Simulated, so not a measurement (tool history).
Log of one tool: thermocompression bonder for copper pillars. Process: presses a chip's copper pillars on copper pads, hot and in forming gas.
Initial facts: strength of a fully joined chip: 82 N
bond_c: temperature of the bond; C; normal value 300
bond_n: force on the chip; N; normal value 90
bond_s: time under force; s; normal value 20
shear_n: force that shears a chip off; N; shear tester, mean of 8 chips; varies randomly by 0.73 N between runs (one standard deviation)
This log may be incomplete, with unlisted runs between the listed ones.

run,hour,bond_c,bond_n,bond_s,shear_n
1,0.0,300,90,20,50.1
2,7.1,300,64,20,37.0
3,14.6,300,64,20,37.8
4,22.0,300,90,20,48.7
5,33.4,282,90,20,42.9
6,41.6,282,90,20,43.0
7,50.9,308,90,20,55.4
8,57.6,300,90,20,50.0
9,70.5,300,90,20,50.1
10,83.8,300,90,20,48.8
11,94.2,300,90,20,49.4
12,106.2,325,90,53,71.1
13,112.1,325,90,53,70.4
14,122.6,325,99,53,71.5
15,131.7,315,90,30,61.4
16,137.5,300,90,35,56.1
17,147.2,277,90,28,43.3
18,160.3,282,109,41,58.0
19,166.7,282,109,41,57.9
20,174.1,282,109,41,58.3
21,182.8,330,69,11,42.5

Estimate the outcome of run 22 from the log above:
22,192.6,330,69,11,?

shear_n: 42.4 N
Had the tool carried no hidden state, the very same run would have given shear_n 46.3 N.
